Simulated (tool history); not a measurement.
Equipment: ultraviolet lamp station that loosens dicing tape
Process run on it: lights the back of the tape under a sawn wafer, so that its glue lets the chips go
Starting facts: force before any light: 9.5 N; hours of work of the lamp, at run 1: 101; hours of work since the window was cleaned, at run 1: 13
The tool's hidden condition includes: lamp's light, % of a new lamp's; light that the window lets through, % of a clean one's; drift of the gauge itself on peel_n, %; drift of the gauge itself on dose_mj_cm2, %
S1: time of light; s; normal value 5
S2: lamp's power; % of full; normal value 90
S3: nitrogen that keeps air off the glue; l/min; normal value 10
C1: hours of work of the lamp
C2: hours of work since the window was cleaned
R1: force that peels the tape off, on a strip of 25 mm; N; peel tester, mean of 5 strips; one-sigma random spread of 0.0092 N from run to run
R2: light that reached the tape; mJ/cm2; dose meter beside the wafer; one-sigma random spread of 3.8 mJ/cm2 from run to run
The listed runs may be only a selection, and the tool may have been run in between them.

run,hour,S1,S2,S3,C1,C2,R1,R2
1,0.0,5,90,10,101,13,0.436,630
2,38.4,8,90,10,128,40,0.112,997
3,64.1,5,90,10,146,58,0.449,615
4,108.0,5,90,10,176,89,0.464,598
5,131.7,5,90,4,193,106,0.967,600
6,177.3,5,90,10,225,138,0.497,600
# hour 180.6: window cleaned of glue's vapour
7,207.2,5,90,10,246,19,0.508,575
8,256.2,5,90,10,280,53,0.559,571
9,278.9,5,90,10,296,69,0.566,566
# hour 281.9: window cleaned of glue's vapour, once more
10,328.7,5,90,10,330,33,0.542,588
11,371.2,5,90,10,360,63,0.566,579
12,422.8,5,90,10,396,99,0.566,559
13,471.1,2,90,10,430,133,3.118,223
14,496.9,2,90,12,448,151,2.943,219
15,547.2,5,66,6,484,186,1.717,399
16,574.5,7,66,5,503,205,1.019,549
17,609.5,6,89,12,527,230,0.352,620
18,658.9,6,89,12,562,264,0.376,613
19,703.2,4,94,15,593,295,0.884,420
20,740.8,8,94,6,619,322,0.295,842
21,796.7,5,94,6,659,361,1.019,516

Below are 5 alternative next runs, each starting from the tool's condition after run 21. Predict each:
A,843.3,4,94,6,691,394,?,?
B,843.3,4,95,3,691,394,?,?
C,843.3,8,62,16,691,394,?,?
D,843.3,4,94,9,691,394,?,?
E,843.3,5,62,6,691,394,?,?

run,R1,R2
A,1.678,403
B,2.278,407
C,0.489,538
D,1.353,408
E,2.229,337
Stripped of hidden state, with their random variation kept, the same runs would have yielded:
run,R1,R2
A,0.940,540
B,1.418,548
C,0.215,722
D,0.707,548
E,1.370,452
